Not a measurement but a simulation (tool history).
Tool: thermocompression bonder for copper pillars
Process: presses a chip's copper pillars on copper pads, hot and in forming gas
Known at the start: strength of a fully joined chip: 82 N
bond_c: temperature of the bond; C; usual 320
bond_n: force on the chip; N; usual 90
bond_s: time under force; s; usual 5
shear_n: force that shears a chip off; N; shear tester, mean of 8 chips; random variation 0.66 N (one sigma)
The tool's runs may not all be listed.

run 1 hour=0.0 | bond_c=320 bond_n=90 bond_s=5 | shear_n=43.5
run 2 hour=6.2 | bond_c=320 bond_n=90 bond_s=5 | shear_n=42.1
run 3 hour=12.9 | bond_c=320 bond_n=90 bond_s=5 | shear_n=42.9
run 4 hour=17.1 | bond_c=320 bond_n=90 bond_s=5 | shear_n=42.3
run 5 hour=22.3 | bond_c=320 bond_n=94 bond_s=5 | shear_n=44.4
run 6 hour=31.3 | bond_c=320 bond_n=94 bond_s=5 | shear_n=44.1
run 7 hour=37.6 | bond_c=320 bond_n=94 bond_s=5 | shear_n=43.9
run 8 hour=42.9 | bond_c=320 bond_n=94 bond_s=5 | shear_n=43.4
run 9 hour=48.4 | bond_c=320 bond_n=94 bond_s=5 | shear_n=43.1
run 10 hour=52.7 | bond_c=300 bond_n=103 bond_s=12 | shear_n=51.6
run 11 hour=57.8 | bond_c=318 bond_n=90 bond_s=3 | shear_n=34.7
run 12 hour=65.6 | bond_c=339 bond_n=90 bond_s=5 | shear_n=50.4
run 13 hour=71.7 | bond_c=339 bond_n=90 bond_s=5 | shear_n=49.4
run 14 hour=81.8 | bond_c=338 bond_n=97 bond_s=7 | shear_n=56.6
run 15 hour=91.0 | bond_c=321 bond_n=57 bond_s=11 | shear_n=39.9
run 16 hour=96.4 | bond_c=302 bond_n=124 bond_s=11 | shear_n=57.6
run 17 hour=100.7 | bond_c=302 bond_n=124 bond_s=11 | shear_n=56.3

Forecast each of these 3 alternatives for the next run:
run A hour=108.7 | bond_c=294 bond_n=67 bond_s=10 | shear_n=?
run B hour=108.7 | bond_c=326 bond_n=78 bond_s=10 | shear_n=?
run C hour=108.7 | bond_c=328 bond_n=90 bond_s=5 | shear_n=?

run=A shear_n=33.5
run=B shear_n=50.5
run=C shear_n=44.9
Without the tool's hidden state the same runs would have given:
run=A shear_n=34.7
run=B shear_n=52.1
run=C shear_n=46.4
